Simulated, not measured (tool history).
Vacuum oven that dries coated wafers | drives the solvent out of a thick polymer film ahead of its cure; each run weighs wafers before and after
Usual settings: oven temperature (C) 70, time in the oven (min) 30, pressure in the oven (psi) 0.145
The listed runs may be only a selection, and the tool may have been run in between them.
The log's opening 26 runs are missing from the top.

Run 27, hour 1638.9: usual settings but oven temperature (C) 75, time in the oven (min) 51, pressure in the oven (psi) 0.139. Result: solvent left in the film (%) 0.40.
Run 28, hour 1697.7: usual settings but oven temperature (C) 75, time in the oven (min) 51, pressure in the oven (psi) 0.489. Result: solvent left in the film (%) 1.09.
Run 29, hour 1739.5: usual settings but oven temperature (C) 75, time in the oven (min) 51, pressure in the oven (psi) 0.489. Result: solvent left in the film (%) 1.12.
Run 30, hour 1795.2: usual settings but oven temperature (C) 68, time in the oven (min) 19, pressure in the oven (psi) 0.312. Result: solvent left in the film (%) 4.47.
Run 31, hour 1859.6: usual settings but oven temperature (C) 63, time in the oven (min) 17. Result: solvent left in the film (%) 6.89.
Run 32, hour 1902.4: usual settings but oven temperature (C) 75, time in the oven (min) 41, pressure in the oven (psi) 0.090. Result: solvent left in the film (%) 0.37.
Run 33, hour 1979.0: usual settings but oven temperature (C) 60, pressure in the oven (psi) 0.319. Result: solvent left in the film (%) 5.94.
Run 34, hour 2052.1: usual settings but oven temperature (C) 67, time in the oven (min) 21. Result: solvent left in the film (%) 4.06.
Run 35, hour 2109.7: usual settings but oven temperature (C) 67, time in the oven (min) 41. Result: solvent left in the film (%) 1.54.
Run 36, hour 2154.0: usual settings but oven temperature (C) 73, time in the oven (min) 41, pressure in the oven (psi) 0.184. Result: solvent left in the film (%) 0.66.
Run 37, hour 2210.8: usual settings but oven temperature (C) 58, time in the oven (min) 20, pressure in the oven (psi) 0.261. Result: solvent left in the film (%) 8.44.
Run 38, hour 2268.3: usual settings but oven temperature (C) 60. Result: solvent left in the film (%) 5.35.
Run 39, hour 2343.4: usual settings but oven temperature (C) 59, pressure in the oven (psi) 0.390. Result: solvent left in the film (%) 6.47.
Run 40, hour 2398.5: usual settings but oven temperature (C) 58, time in the oven (min) 39, pressure in the oven (psi) 0.078. Result: solvent left in the film (%) 4.83.
Run 41, hour 2456.0: usual settings but oven temperature (C) 71, time in the oven (min) 47. Result: solvent left in the film (%) 0.63.
Run 42, hour 2544.3: usual settings but oven temperature (C) 71, time in the oven (min) 47. Result: solvent left in the film (%) 0.62.
Run 43, hour 2595.4: usual settings but oven temperature (C) 78, time in the oven (min) 18, pressure in the oven (psi) 0.209. Result: solvent left in the film (%) 1.19.
Run 44, hour 2632.7: usual settings but oven temperature (C) 64, time in the oven (min) 18. Result: solvent left in the film (%) 5.98.
Run 45, hour 2704.4: usual settings but time in the oven (min) 37. Result: solvent left in the film (%) 1.09.
Run 46, hour 2758.5: usual settings but time in the oven (min) 37. Result: solvent left in the film (%) 1.06.
Run 47, hour 2813.6: usual settings but oven temperature (C) 81, time in the oven (min) 53, pressure in the oven (psi) 0.284. Result: solvent left in the film (%) 0.52.

Each row is a separate what-if for the run after 47, all from the same tool condition, not one after another. Results?
Run A, hour 2874.8: usual settings but oven temperature (C) 78. Result: solvent left in the film (%) ?.
Run B, hour 2874.8: usual settings but time in the oven (min) 44. Result: solvent left in the film (%) ?.
Run C, hour 2874.8: usual settings but time in the oven (min) 53, pressure in the oven (psi) 0.284. Result: solvent left in the film (%) ?.

run  solvent left in the film (%)
  A                          0.45
  B                          0.78
  C                          0.94
Take away the tool's hidden state, keep each run's random variation, and the runs would have read:
run  solvent left in the film (%)
  A                          0.36
  B                          0.67
  C                          0.82
